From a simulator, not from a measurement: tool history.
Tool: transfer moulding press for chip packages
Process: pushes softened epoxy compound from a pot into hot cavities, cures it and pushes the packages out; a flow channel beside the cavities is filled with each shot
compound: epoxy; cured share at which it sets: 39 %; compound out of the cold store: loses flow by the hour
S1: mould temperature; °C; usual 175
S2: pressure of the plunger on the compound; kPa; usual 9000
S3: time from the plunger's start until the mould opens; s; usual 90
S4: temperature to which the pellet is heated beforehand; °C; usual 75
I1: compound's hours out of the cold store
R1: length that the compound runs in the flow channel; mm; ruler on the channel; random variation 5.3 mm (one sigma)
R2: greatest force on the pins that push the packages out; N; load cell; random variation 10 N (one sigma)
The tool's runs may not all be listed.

run	day	S1	S2	S3	S4	I1	R1	R2
1	0.000	175	9000	90	75	47.6	496	668
# day 0.317: cavities cleaned with cleaning compound and waxed
2	0.604	175	9000	90	75	19.4	554	513
3	1.700	175	9000	90	75	39.5	497	591
4	2.696	175	9000	90	75	8.7	566	648
5	3.379	175	9000	122	75	16.3	547	646
# day 3.992: cavities cleaned with cleaning compound and waxed
6	4.250	175	9000	122	75	28.2	515	472
7	5.246	175	9000	90	75	21.3	541	588
8	5.742	175	9000	90	75	39.8	493	623
9	6.796	175	9000	90	75	35.5	508	703
# day 6.950: mould's thermocouples calibrated
10	7.512	183	9000	90	75	15.3	528	664
# day 7.775: cavities cleaned with cleaning compound and waxed
11	8.617	183	9000	90	75	46.4	467	537
12	9.467	183	9000	90	75	39.2	486	577
13	10.129	183	9000	90	75	37.6	483	587
14	10.608	181	9000	90	75	23.8	505	644
# day 10.875: mould's thermocouples calibrated, once more
15	11.262	181	9000	90	75	44.1	465	654
# day 11.583: cavities cleaned with cleaning compound and waxed
16	12.238	170	8760	90	75	43.4	484	605
17	12.892	181	6990	90	83	26.2	437	554
18	13.938	181	6990	90	83	41.7	421	596
19	14.712	175	7270	111	72	17.3	478	660
# day 15.325: cavities cleaned with cleaning compound and waxed
20	15.638	175	7270	111	72	24.6	462	465
21	16.350	176	7270	84	72	21.7	462	607
22	17.421	173	9450	105	75	47.0	477	628
23	18.088	173	9450	105	75	14.8	542	667
# day 18.983: cavities cleaned with cleaning compound and waxed
24	19.054	173	9450	105	75	32.8	506	474
25	19.717	175	10550	90	75	9.2	584	556
26	20.492	182	7870	71	65	25.6	462	649
27	21.354	182	9000	90	77	16.6	502	621

5 ways to go on from here, each from the tool as it stands after run 27. What would each give?
A	22.258	175	9000	89	72	43.7	?	?
B	22.258	182	7030	90	80	43.5	?	?
C	22.258	182	9730	105	77	11.2	?	?
D	22.258	175	7380	71	75	12.5	?	?
E	22.258	175	8320	90	75	32.4	?	?

run	R1	R2
A	460	688
B	404	670
C	535	657
D	474	955
E	467	693
Without the tool's hidden state the same runs would have given:
run	R1	R2
A	497	465
B	437	456
C	577	446
D	511	634
E	504	468
